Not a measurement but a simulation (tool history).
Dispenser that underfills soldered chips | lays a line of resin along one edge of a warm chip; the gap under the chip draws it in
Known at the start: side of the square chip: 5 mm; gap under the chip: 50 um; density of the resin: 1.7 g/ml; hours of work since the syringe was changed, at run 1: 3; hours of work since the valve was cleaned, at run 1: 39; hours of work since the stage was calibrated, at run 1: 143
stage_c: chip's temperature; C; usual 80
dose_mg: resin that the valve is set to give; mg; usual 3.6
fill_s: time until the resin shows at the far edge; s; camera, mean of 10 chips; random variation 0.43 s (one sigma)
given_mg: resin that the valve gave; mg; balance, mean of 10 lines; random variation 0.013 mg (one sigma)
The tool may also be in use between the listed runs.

run	hour	stage_c	dose_mg	hours of work since the syringe was changed	hours of work since the valve was cleaned	hours of work since the stage was calibrated	fill_s	given_mg
1	0	80	3.6	3	39	143	36.6	3.53
# hour 7.4: new syringe of resin
2	10.6	80	3.6	2	46	150	35.1	3.52
3	17.5	80	3.6	7	51	155	49.2	3.49
# hour 19.6: new syringe of resin
4	23.6	80	3.21	3	55	159	36.9	3.13
5	28.1	80	3.6	6	58	162	45.2	3.49
# hour 31.6: new syringe of resin
6	37.6	80	3.6	4	65	168	39.8	3.44
# hour 44.2: new syringe of resin
7	47.2	90	3.6	2	71	175	22.3	3.44
8	53.8	70	3.6	7	76	179	70.4	3.45
# hour 56.2: new syringe of resin
# hour 59.1: dispensing valve cleaned and set on the balance
9	65.2	70	3.6	6	4	186	65.3	3.61
# hour 69: new syringe of resin
10	70.3	85	3.6	1	8	190	25.3	3.62
11	77.1	80	3.82	6	12	195	43.7	3.79
# hour 81.3: new syringe of resin
12	84.4	80	3.6	2	17	199	33.2	3.57
# hour 93.1: new syringe of resin
13	93.2	80	3.6	0	23	205	29.6	3.54
14	97.5	80	3.6	3	26	208	36.1	3.56
15	102.2	80	3.6	6	29	212	45.9	3.54
# hour 105.4: new syringe of resin
16	109.8	80	3.6	3	34	217	36.2	3.54
17	114.5	80	4.13	6	38	220	45.6	4.08
# hour 118: new syringe of resin
18	121.6	80	4.13	3	42	225	33.7	4.05
19	128.1	95	3.67	7	47	229	27	3.58
# hour 130.6: new syringe of resin
20	136.1	94	4.1	4	52	234	21.9	3.98
# hour 143: new syringe of resin
21	144.7	82	3.28	1	58	240	28.7	3.16
22	153.1	82	3.28	7	64	246	43.7	3.16
# hour 155.5: new syringe of resin
23	159.8	82	3.28	3	68	251	32.3	3.15
# hour 167.7: new syringe of resin
24	170.3	82	3.28	2	75	258	30.2	3.14
# hour 175: dispensing valve cleaned and set on the balance
25	178	74	3.85	6	2	262	55.5	3.85
# hour 180.8: new syringe of resin
26	189	88	3.72	6	10	270	31.3	3.71
# hour 192.6: new syringe of resin
27	194.4	88	3.72	1	13	273	22.7	3.71
28	202.4	89	4.31	7	19	279	32.7	4.28
# hour 204.7: new syringe of resin
29	212.3	82	3.6	5	25	286	37.6	3.53
# hour 217.3: new syringe of resin
30	218.3	88	3.6	1	29	289	21.8	3.54
31	227.7	74	3.88	7	36	296	60.5	3.82
# hour 229.9: new syringe of resin
32	233.1	77	4.61	2	39	300	37	4.49
# hour 241.9: new syringe of resin
33	243.5	77	3.97	1	46	307	33.6	3.87
34	249.2	77	3.97	5	50	311	44.7	3.87
# hour 254.3: new syringe of resin
35	258.4	95	4.54	3	57	317	18.7	4.41

Hidden state at the last listed run before each entry between runs and at the first one after, where it differs:
Between runs 1 and 2: new syringe of resin (hour 7.4)
  resin's viscosity, % of fresh resin's: 124.5 -> 119.3; dose that the valve gives, % of what is set: 97.51 -> 97.15; true chip temperature over the reading, C: 1.11 -> 1.16
  measured less the result without the state, fill_s: +5.9 -> +4.3 s; given_mg: -0.09 -> -0.1 mg
Between runs 3 and 4: new syringe of resin (hour 19.6)
  resin's viscosity, % of fresh resin's: 168.2 -> 123.5; dose that the valve gives, % of what is set: 96.91 -> 96.7; true chip temperature over the reading, C: 1.19 -> 1.22
  measured less the result without the state, fill_s: +18.5 -> +5.7 s; given_mg: -0.11 -> -0.1 mg
Between runs 5 and 6: new syringe of resin (hour 31.6)
  resin's viscosity, % of fresh resin's: 154.6 -> 134.5; dose that the valve gives, % of what is set: 96.53 -> 96.19; true chip temperature over the reading, C: 1.24 -> 1.28
  measured less the result without the state, fill_s: +14.4 -> +8.6 s; given_mg: -0.12 -> -0.14 mg
Between runs 6 and 7: new syringe of resin (hour 44.2)
  resin's viscosity, % of fresh resin's: 134.5 -> 113.3; dose that the valve gives, % of what is set: 96.19 -> 95.83; true chip temperature over the reading, C: 1.28 -> 1.31
  measured less the result without the state, fill_s: +8.6 -> +1.7 s; given_mg: -0.14 -> -0.15 mg
Between runs 8 and 9: new syringe of resin (hour 56.2); dispensing valve cleaned and set on the balance (hour 59.1)
  resin's viscosity, % of fresh resin's: 158.3 -> 152; dose that the valve gives, % of what is set: 95.6 -> 99.81; true chip temperature over the reading, C: 1.34 -> 1.39
  measured less the result without the state, fill_s: +23.4 -> +19.8 s; given_mg: -0.16 -> -0.01 mg
Between runs 9 and 10: new syringe of resin (hour 69)
  resin's viscosity, % of fresh resin's: 152 -> 108.8; dose that the valve gives, % of what is set: 99.81 -> 99.63; true chip temperature over the reading, C: 1.39 -> 1.41
  measured less the result without the state, fill_s: +19.8 -> +0.8 s; given_mg: -0.01 -> -0.02 mg
Between runs 11 and 12: new syringe of resin (hour 81.3)
  resin's viscosity, % of fresh resin's: 153.4 -> 117.4; dose that the valve gives, % of what is set: 99.34 -> 99.11; true chip temperature over the reading, C: 1.44 -> 1.47
  measured less the result without the state, fill_s: +13.5 -> +3.2 s; given_mg: -0.03 -> -0.04 mg
Between runs 12 and 13: new syringe of resin (hour 93.1)
  resin's viscosity, % of fresh resin's: 117.4 -> 100.6; dose that the valve gives, % of what is set: 99.11 -> 98.82; true chip temperature over the reading, C: 1.47 -> 1.51
  measured less the result without the state, fill_s: +3.2 -> -1.6 s; given_mg: -0.04 -> -0.05 mg
Between runs 15 and 16: new syringe of resin (hour 105.4)
  resin's viscosity, % of fresh resin's: 158.7 -> 127.5; dose that the valve gives, % of what is set: 98.47 -> 98.21; true chip temperature over the reading, C: 1.55 -> 1.59
  measured less the result without the state, fill_s: +15.2 -> +6.1 s; given_mg: -0.06 -> -0.06 mg
Between runs 17 and 18: new syringe of resin (hour 118)
  resin's viscosity, % of fresh resin's: 161.5 -> 120.7; dose that the valve gives, % of what is set: 98.03 -> 97.77; true chip temperature over the reading, C: 1.61 -> 1.64
  measured less the result without the state, fill_s: +15.5 -> +3.9 s; given_mg: -0.08 -> -0.09 mg
Between runs 19 and 20: new syringe of resin (hour 130.6)
  resin's viscosity, % of fresh resin's: 167.5 -> 132.2; dose that the valve gives, % of what is set: 97.54 -> 97.26; true chip temperature over the reading, C: 1.67 -> 1.7
  measured less the result without the state, fill_s: +9.8 -> +4.2 s; given_mg: -0.09 -> -0.12 mg
Between runs 20 and 21: new syringe of resin (hour 143)
  resin's viscosity, % of fresh resin's: 132.2 -> 106.9; dose that the valve gives, % of what is set: 97.26 -> 96.94; true chip temperature over the reading, C: 1.7 -> 1.74
  measured less the result without the state, fill_s: +4.2 -> +0 s; given_mg: -0.12 -> -0.1 mg
Between runs 22 and 23: new syringe of resin (hour 155.5)
  resin's viscosity, % of fresh resin's: 163.4 -> 122.8; dose that the valve gives, % of what is set: 96.64 -> 96.4; true chip temperature over the reading, C: 1.78 -> 1.81
  measured less the result without the state, fill_s: +15.2 -> +4.2 s; given_mg: -0.11 -> -0.12 mg
Between runs 23 and 24: new syringe of resin (hour 167.7)
  resin's viscosity, % of fresh resin's: 122.8 -> 112.1; dose that the valve gives, % of what is set: 96.4 -> 96.05; true chip temperature over the reading, C: 1.81 -> 1.86
  measured less the result without the state, fill_s: +4.2 -> +1.3 s; given_mg: -0.12 -> -0.13 mg
Between runs 24 and 25: dispensing valve cleaned and set on the balance (hour 175)
  resin's viscosity, % of fresh resin's: 112.1 -> 157.5; dose that the valve gives, % of what is set: 96.05 -> 99.99; true chip temperature over the reading, C: 1.86 -> 1.89
  measured less the result without the state, fill_s: +1.3 -> +17.4 s; given_mg: -0.13 -> +0 mg
Between runs 25 and 26: new syringe of resin (hour 180.8)
  resin's viscosity, % of fresh resin's: 157.5 -> 152; dose that the valve gives, % of what is set: 99.99 -> 99.59; true chip temperature over the reading, C: 1.89 -> 1.94
  measured less the result without the state, fill_s: +17.4 -> +9.1 s; given_mg: +0 -> -0.02 mg
Between runs 26 and 27: new syringe of resin (hour 192.6)
  resin's viscosity, % of fresh resin's: 152 -> 110.2; dose that the valve gives, % of what is set: 99.59 -> 99.41; true chip temperature over the reading, C: 1.94 -> 1.96
  measured less the result without the state, fill_s: +9.1 -> +0.4 s; given_mg: -0.02 -> -0.02 mg
Between runs 28 and 29: new syringe of resin (hour 204.7)
  resin's viscosity, % of fresh resin's: 165.5 -> 145.6; dose that the valve gives, % of what is set: 99.12 -> 98.73; true chip temperature over the reading, C: 1.99 -> 2.04
  measured less the result without the state, fill_s: +11.4 -> +9.6 s; given_mg: -0.03 -> -0.05 mg
Between runs 29 and 30: new syringe of resin (hour 217.3)
  resin's viscosity, % of fresh resin's: 145.6 -> 106.6; dose that the valve gives, % of what is set: 98.73 -> 98.52; true chip temperature over the reading, C: 2.04 -> 2.06
  measured less the result without the state, fill_s: +9.6 -> -0.3 s; given_mg: -0.05 -> -0.05 mg
Between runs 31 and 32: new syringe of resin (hour 229.9)
  resin's viscosity, % of fresh resin's: 171.7 -> 117.3; dose that the valve gives, % of what is set: 98.18 -> 97.99; true chip temperature over the reading, C: 2.1 -> 2.12
  measured less the result without the state, fill_s: +22.2 -> +2.6 s; given_mg: -0.07 -> -0.09 mg
Between runs 32 and 33: new syringe of resin (hour 241.9)
  resin's viscosity, % of fresh resin's: 117.3 -> 108.6; dose that the valve gives, % of what is set: 97.99 -> 97.58; true chip temperature over the reading, C: 2.12 -> 2.17
  measured less the result without the state, fill_s: +2.6 -> -0.2 s; given_mg: -0.09 -> -0.09 mg
Between runs 34 and 35: new syringe of resin (hour 254.3)
  resin's viscosity, % of fresh resin's: 144.2 -> 122.5; dose that the valve gives, % of what is set: 97.37 -> 97.02; true chip temperature over the reading, C: 2.2 -> 2.24
  measured less the result without the state, fill_s: +10.8 -> +2.1 s; given_mg: -0.11 -> -0.13 mg
